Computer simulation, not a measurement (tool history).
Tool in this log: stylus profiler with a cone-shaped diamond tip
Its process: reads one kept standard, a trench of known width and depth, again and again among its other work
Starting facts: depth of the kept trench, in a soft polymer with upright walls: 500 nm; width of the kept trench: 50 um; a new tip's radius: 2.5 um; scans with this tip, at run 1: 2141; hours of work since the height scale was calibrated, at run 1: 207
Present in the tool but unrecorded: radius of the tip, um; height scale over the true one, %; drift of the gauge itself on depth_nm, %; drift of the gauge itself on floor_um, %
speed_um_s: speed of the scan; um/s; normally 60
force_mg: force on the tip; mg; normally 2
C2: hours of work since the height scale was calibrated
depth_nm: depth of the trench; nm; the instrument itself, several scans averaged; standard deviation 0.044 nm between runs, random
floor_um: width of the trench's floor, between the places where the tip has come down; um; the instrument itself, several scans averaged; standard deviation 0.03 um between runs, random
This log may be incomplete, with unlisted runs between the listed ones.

Run 1, day 0: usual settings; scans with this tip 2141; C2 207. Result: depth_nm 503.41 nm, floor_um 46.05 um.
Run 2, day 1.525: usual settings but force_mg 0.68 mg; scans with this tip 2314; C2 223. Result: depth_nm 501.43 nm, floor_um 45.79 um.
Run 3, day 3.596: usual settings but speed_um_s 157 um/s; scans with this tip 2550; C2 246. Result: depth_nm 503.36 nm, floor_um 45.53 um.
Run 4, day 5.904: usual settings but speed_um_s 157 um/s; scans with this tip 2812; C2 272. Result: depth_nm 503.4 nm, floor_um 45.43 um.
Run 5, day 7.138: usual settings but speed_um_s 157 um/s; scans with this tip 2952; C2 285. Result: depth_nm 503.31 nm, floor_um 45.42 um.
Run 6, day 9.796: usual settings but speed_um_s 157 um/s; scans with this tip 3255; C2 314. Result: depth_nm 503.28 nm, floor_um 45.3 um.
Run 7, day 11.912: usual settings but speed_um_s 157 um/s; scans with this tip 3495; C2 337. Result: depth_nm 503.29 nm, floor_um 45.21 um.
Run 8, day 13.988: usual settings but speed_um_s 43 um/s, force_mg 4.01 mg; scans with this tip 3731; C2 360. Result: depth_nm 505.48 nm, floor_um 45.67 um.
Run 9, day 15.792: usual settings but speed_um_s 43 um/s, force_mg 4.01 mg; scans with this tip 3936; C2 380. Result: depth_nm 505.46 nm, floor_um 45.66 um.

Run 10 comes next. What will it give?
Run 10, day 17.612: usual settings but speed_um_s 46 um/s, force_mg 1.24 mg; scans with this tip 4144; C2 400. Result: depth_nm ?, floor_um ?.

{"run 10": {"depth_nm": 502.21, "floor_um": 45.42}}
The same run, on a tool lacking any hidden state, would have yielded depth_nm 502.75 nm, floor_um 46.72 um.
